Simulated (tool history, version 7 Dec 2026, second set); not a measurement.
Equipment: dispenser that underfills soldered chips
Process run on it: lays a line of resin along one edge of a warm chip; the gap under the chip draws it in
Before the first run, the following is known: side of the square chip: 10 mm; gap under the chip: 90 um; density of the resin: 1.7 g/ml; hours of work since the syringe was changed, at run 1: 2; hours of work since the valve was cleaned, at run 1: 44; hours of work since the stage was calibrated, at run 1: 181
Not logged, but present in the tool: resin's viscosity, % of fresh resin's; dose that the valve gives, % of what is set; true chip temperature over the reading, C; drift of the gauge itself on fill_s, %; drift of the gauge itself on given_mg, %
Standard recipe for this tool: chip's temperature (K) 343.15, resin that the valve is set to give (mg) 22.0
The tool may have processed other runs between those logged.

run   hour  chip's temperature (K)  resin that the valve is set to give (mg)  hours of work since the syringe was changed  hours of work since the valve was cleaned  hours of work since the stage was calibrated  time until the resin shows at the far edge (s)  resin that the valve gave (mg)
  1    0.0                  343.15                                      22.0                                            2                                         44                                           181                                            65.6                           21.11
  2    4.3                  343.15                                      22.0                                            5                                         47                                           184                                            76.2                           21.20
  3    9.2                  343.15                                      19.1                                            9                                         50                                           188                                            92.8                           18.40
  4   12.7                  347.15                                      19.1                                           11                                         53                                           190                                            89.8                           18.02
      14.7  -- new syringe of resin
  5   16.3                  336.15                                      22.0                                            1                                         55                                           192                                            84.8                           20.77
  6   19.5                  336.15                                      22.0                                            3                                         57                                           194                                            93.7                           20.88
  7   25.5                  336.15                                      22.0                                            7                                         61                                           198                                           114.1                           20.75
  8   28.5                  343.15                                      22.0                                            9                                         63                                           200                                            94.3                           20.74
  9   32.2                  343.15                                      22.0                                           12                                         66                                           203                                           104.3                           20.79
      32.9  -- new syringe of resin
 10   38.7                  343.15                                      22.0                                            4                                         70                                           207                                            69.6                           20.73
 11   42.4                  343.15                                      22.0                                            6                                         72                                           210                                            80.9                           20.75
 12   47.3                  343.15                                      22.0                                           10                                         76                                           213                                            94.1                           20.74
      51.2  -- new syringe of resin
 13   51.3                  345.15                                      22.0                                            0                                         78                                           216                                            52.6                           20.35
 14   56.6                  344.15                                      22.0                                            4                                         82                                           219                                            65.7                           20.49
 15   61.1                  343.15                                      22.0                                            7                                         85                                           222                                            81.1                           20.31
 16   66.5                  343.15                                      22.0                                           10                                         89                                           226                                            96.0                           20.24
      69.6  -- new syringe of resin
 17   72.5                  353.15                                      24.6                                            2                                         92                                           230                                            41.3                           22.72
 18   76.6                  350.15                                      21.2                                            5                                         95                                           232                                            54.7                           19.48
 19   81.9                  346.15                                      23.2                                            8                                         99                                           236                                            76.6                           21.25
 20   85.5                  343.15                                      27.9                                           11                                        101                                           238                                            96.6                           25.45
      87.7  -- new syringe of resin
 21   91.9                  346.15                                      22.0                                            3                                        105                                           243                                            58.8                           20.07
 22   95.9                  356.15                                      19.1                                            6                                        108                                           245                                            46.1                           17.34
 23  101.0                  356.15                                      19.1                                            9                                        111                                           249                                            54.5                           17.24
     105.9  -- new syringe of resin
 24  105.9                  346.15                                      19.6                                            0                                        115                                           252                                            55.1                           17.76
 25  111.4                  350.15                                      28.4                                            4                                        118                                           256                                            49.3                           25.45
 26  114.5                  350.15                                      28.4                                            6                                        120                                           258                                            54.7                           25.54
     118.7  -- dispensing valve cleaned and set on the balance
 27  122.0                  350.15                                      28.4                                           10                                          2                                           262                                            67.2                           28.23
     125.3  -- new syringe of resin
 28  128.0                  328.15                                      20.1                                            2                                          6                                           266                                           129.6                           20.09
 29  134.3                  328.15                                      20.1                                            6                                         10                                           270                                           158.2                           19.98
 30  139.3                  328.15                                      20.1                                            9                                         14                                           274                                           188.3                           19.91

Per-run results on a tool with no hidden state, each run keeping its own random variation:
run  time until the resin shows at the far edge (s)  resin that the valve gave (mg)
  1                                            58.2                           21.94
  2                                            58.6                           22.09
  3                                            60.1                           19.22
  4                                            52.0                           18.87
  5                                            80.7                           21.79
  6                                            80.0                           21.95
  7                                            80.2                           21.90
  8                                            59.9                           21.92
  9                                            58.4                           22.01
 10                                            57.0                           22.04
 11                                            58.7                           22.12
 12                                            58.1                           22.18
 13                                            52.5                           21.82
 14                                            55.0                           22.03
 15                                            58.5                           21.90
 16                                            57.8                           21.90
 17                                            37.1                           24.66
 18                                            42.3                           21.20
 19                                            50.1                           23.21
 20                                            56.8                           27.85
 21                                            51.7                           22.05
 22                                            34.9                           19.09
 23                                            34.9                           19.04
 24                                            53.8                           19.67
 25                                            41.3                           28.30
 26                                            41.3                           28.46
 27                                            41.2                           28.31
 28                                           120.3                           20.21
 29                                           119.3                           20.19
 30                                           120.1                           20.18

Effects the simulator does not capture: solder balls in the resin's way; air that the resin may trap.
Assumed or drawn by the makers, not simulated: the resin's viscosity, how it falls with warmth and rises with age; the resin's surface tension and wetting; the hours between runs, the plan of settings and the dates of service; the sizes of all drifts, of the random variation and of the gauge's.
